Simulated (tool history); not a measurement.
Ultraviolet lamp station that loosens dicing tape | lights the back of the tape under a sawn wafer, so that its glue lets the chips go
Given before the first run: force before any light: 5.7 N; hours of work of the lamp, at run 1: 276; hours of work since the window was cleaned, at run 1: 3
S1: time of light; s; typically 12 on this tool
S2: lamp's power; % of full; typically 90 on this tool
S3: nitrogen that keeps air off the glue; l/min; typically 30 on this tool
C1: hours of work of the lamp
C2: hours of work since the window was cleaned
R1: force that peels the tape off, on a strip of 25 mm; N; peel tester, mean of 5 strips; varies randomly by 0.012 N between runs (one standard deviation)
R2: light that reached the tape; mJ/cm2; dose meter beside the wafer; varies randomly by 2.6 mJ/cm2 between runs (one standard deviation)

| run | hour | S1 | S2 | S3 | C1 | C2 | R1 | R2 |
|---|---|---|---|---|---|---|---|---|
| 1 | 0 | 12 | 90 | 30 | 276 | 3 | 0.544 | 321 |
| 2 | 31.8 | 12 | 90 | 30 | 295 | 22 | 0.542 | 316 |
| 3 | 66.5 | 12 | 90 | 10 | 316 | 43 | 0.849 | 318 |
| 4 | 99.3 | 12 | 91 | 30 | 335 | 63 | 0.525 | 322 |
| 5 | 126.1 | 22 | 90 | 30 | 351 | 79 | 0.229 | 584 |
| 6 | 143.1 | 12 | 68 | 30 | 361 | 89 | 0.89 | 236 |
| 7 | 177.1 | 12 | 90 | 55 | 382 | 109 | 0.441 | 316 |
| 8 | 208.7 | 12 | 90 | 34 | 400 | 128 | 0.534 | 317 |
| 9 | 242.5 | 12 | 90 | 34 | 421 | 148 | 0.523 | 320 |
| 10 | 264.5 | 12 | 90 | 14 | 434 | 161 | 0.728 | 316 |
| 11 | 291.5 | 12 | 90 | 14 | 450 | 177 | 0.732 | 315 |
| 12 | 309.5 | 15 | 90 | 14 | 461 | 188 | 0.492 | 393 |
| 13 | 339.3 | 15 | 90 | 14 | 478 | 206 | 0.493 | 392 |
| 14 | 359.7 | 15 | 88 | 14 | 490 | 218 | 0.516 | 383 |
| 15 | 394.3 | 15 | 88 | 14 | 511 | 238 | 0.513 | 385 |
| 16 | 422.1 | 15 | 88 | 14 | 528 | 255 | 0.527 | 388 |
| 17 | 440.1 | 15 | 88 | 14 | 538 | 266 | 0.533 | 384 |
| 18 | 455.8 | 12 | 90 | 30 | 548 | 275 | 0.524 | 317 |
| 19 | 483.5 | 12 | 90 | 16 | 564 | 291 | 0.704 | 316 |
| 20 | 498.7 | 12 | 63 | 30 | 573 | 301 | 0.983 | 218 |
| 21 | 513.5 | 12 | 63 | 30 | 582 | 309 | 1.016 | 219 |
| 22 | 528.1 | 12 | 90 | 30 | 591 | 318 | 0.553 | 317 |
| 23 | 546.5 | 8 | 85 | 21 | 602 | 329 | 1.294 | 199 |
| 24 | 580.8 | 8 | 91 | 30 | 622 | 349 | 1.08 | 213 |
| 25 | 595.5 | 8 | 91 | 30 | 631 | 358 | 1.039 | 211 |
| 26 | 616 | 8 | 91 | 30 | 643 | 370 | 1.074 | 216 |
| 27 | 644.7 | 8 | 91 | 32 | 660 | 388 | 1.053 | 211 |
| 28 | 669.6 | 8 | 91 | 32 | 675 | 402 | 1.001 | 215 |
| 29 | 701 | 8 | 91 | 32 | 694 | 421 | 1.043 | 214 |
| 30 | 720.7 | 9 | 92 | 30 | 706 | 433 | 0.865 | 239 |
|  | 723.6 | window cleaned of glue's vapour |
| 31 | 753.8 | 21 | 90 | 37 | 725 | 18 | 0.226 | 550 |
| 32 | 787.8 | 14 | 64 | 45 | 745 | 38 | 0.683 | 263 |
| 33 | 817.9 | 12 | 67 | 30 | 763 | 56 | 0.91 | 238 |
| 34 | 838.7 | 20 | 69 | 13 | 776 | 69 | 0.508 | 400 |
| 35 | 867.5 | 14 | 90 | 30 | 793 | 86 | 0.406 | 368 |
| 36 | 883 | 6 | 90 | 30 | 802 | 95 | 1.619 | 156 |
| 37 | 912.1 | 6 | 90 | 30 | 819 | 112 | 1.553 | 161 |
| 38 | 945.6 | 6 | 90 | 30 | 839 | 132 | 1.606 | 157 |
| 39 | 977.5 | 11 | 86 | 34 | 858 | 151 | 0.642 | 278 |
| 40 | 992.3 | 12 | 71 | 34 | 867 | 160 | 0.776 | 248 |
| 41 | 1007 | 12 | 80 | 12 | 876 | 169 | 0.933 | 277 |
| 42 | 1033.4 | 8 | 65 | 12 | 892 | 185 | 2.11 | 153 |
| 43 | 1067.1 | 8 | 65 | 12 | 912 | 205 | 2.024 | 148 |

Each row is a separate what-if for the run after 43, all from the same tool condition, not one after another. Results?
| A | 1089.1 | 18 | 62 | 10 | 925 | 218 | ? | ? |
| B | 1089.1 | 12 | 80 | 19 | 925 | 218 | ? | ? |
| C | 1089.1 | 11 | 78 | 20 | 925 | 218 | ? | ? |

| run | R1 | R2 |
|---|---|---|
| A | 0.819 | 324 |
| B | 0.783 | 279 |
| C | 0.94 | 249 |
What these runs would have given with no unlogged condition in the tool:
| run | R1 | R2 |
|---|---|---|
| A | 0.816 | 324 |
| B | 0.78 | 280 |
| C | 0.937 | 250 |
